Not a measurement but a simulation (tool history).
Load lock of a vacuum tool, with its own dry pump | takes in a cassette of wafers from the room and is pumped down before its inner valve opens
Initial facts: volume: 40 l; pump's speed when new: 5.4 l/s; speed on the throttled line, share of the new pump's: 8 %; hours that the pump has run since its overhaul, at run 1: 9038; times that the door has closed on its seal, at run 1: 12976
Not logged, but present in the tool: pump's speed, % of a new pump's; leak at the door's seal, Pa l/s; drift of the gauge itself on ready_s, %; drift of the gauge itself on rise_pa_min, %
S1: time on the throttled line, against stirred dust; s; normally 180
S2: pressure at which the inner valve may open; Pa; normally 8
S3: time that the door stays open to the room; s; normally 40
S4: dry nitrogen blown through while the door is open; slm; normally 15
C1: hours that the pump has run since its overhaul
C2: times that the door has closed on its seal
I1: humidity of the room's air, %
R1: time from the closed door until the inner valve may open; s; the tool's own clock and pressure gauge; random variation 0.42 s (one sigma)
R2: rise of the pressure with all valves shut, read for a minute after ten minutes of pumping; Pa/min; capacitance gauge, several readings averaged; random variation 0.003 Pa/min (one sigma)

Run 1, day 0: usual settings; C1 9038; C2 12976; I1 50. Result: R1 242.1 s, R2 0.127 Pa/min.
Run 2, day 8.846: usual settings but S1 125 s; C1 9250; C2 13848; I1 47.6. Result: R1 192.5 s, R2 0.123 Pa/min.
Run 3, day 15.088: usual settings but S1 125 s; C1 9400; C2 14463; I1 49.5. Result: R1 192 s, R2 0.138 Pa/min.
Run 4, day 21.388: usual settings; C1 9551; C2 15084; I1 44.8. Result: R1 242.3 s, R2 0.139 Pa/min.
Run 5, day 32.154: usual settings; C1 9810; C2 16145; I1 45. Result: R1 242.9 s, R2 0.15 Pa/min.
Run 6, day 43.058: usual settings; C1 10071; C2 17220; I1 46.4. Result: R1 243 s, R2 0.162 Pa/min.

For run 7, what comes out?
Run 7, day 49.862: usual settings but S1 189 s, S3 46 s; C1 10235; C2 17890; I1 48. Result: R1 ?, R2 ?.

Run 7 produced R1 250.5 s, R2 0.173 Pa/min.
If the tool had no hidden condition, the same run with the same run-to-run variation would have returned R1 242.9 s, R2 0.036 Pa/min.
